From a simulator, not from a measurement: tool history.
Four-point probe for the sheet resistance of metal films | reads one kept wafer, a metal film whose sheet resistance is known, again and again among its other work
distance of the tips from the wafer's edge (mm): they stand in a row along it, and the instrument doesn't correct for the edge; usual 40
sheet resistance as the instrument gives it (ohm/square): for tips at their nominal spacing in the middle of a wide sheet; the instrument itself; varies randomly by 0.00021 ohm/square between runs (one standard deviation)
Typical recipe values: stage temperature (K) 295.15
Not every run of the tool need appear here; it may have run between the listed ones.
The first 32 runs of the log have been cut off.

run,hour,stage temperature (K),distance of the tips from the wafer's edge (mm),sheet resistance as the instrument gives it (ohm/square)
33,1388.9,295.15,6,1.075519
34,1414.1,295.15,6,1.075267
35,1448.7,303.15,5,1.071709
36,1501.5,306.15,6,1.067233
37,1558.1,292.15,3,1.088713
38,1601.8,292.15,3,1.089010
39,1648.2,292.15,3,1.089141
40,1701.8,292.15,3,1.089187
41,1735.9,292.15,4,1.082185
42,1780.7,292.15,4,1.081943

Consider 4 possible next runs. They are alternatives, not a sequence: every one starts from the tool as it was left by run 42. What does each give?
A,1804.5,291.15,15,?
B,1804.5,294.15,21,?
C,1804.5,292.15,20,?
D,1804.5,293.15,3,?

run,sheet resistance as the instrument gives it (ohm/square)
A,1.074709
B,1.071664
C,1.073491
D,1.088018
What these runs would have given with no unlogged condition in the tool:
run,sheet resistance as the instrument gives it (ohm/square)
A,1.075779
B,1.072744
C,1.074564
D,1.089107
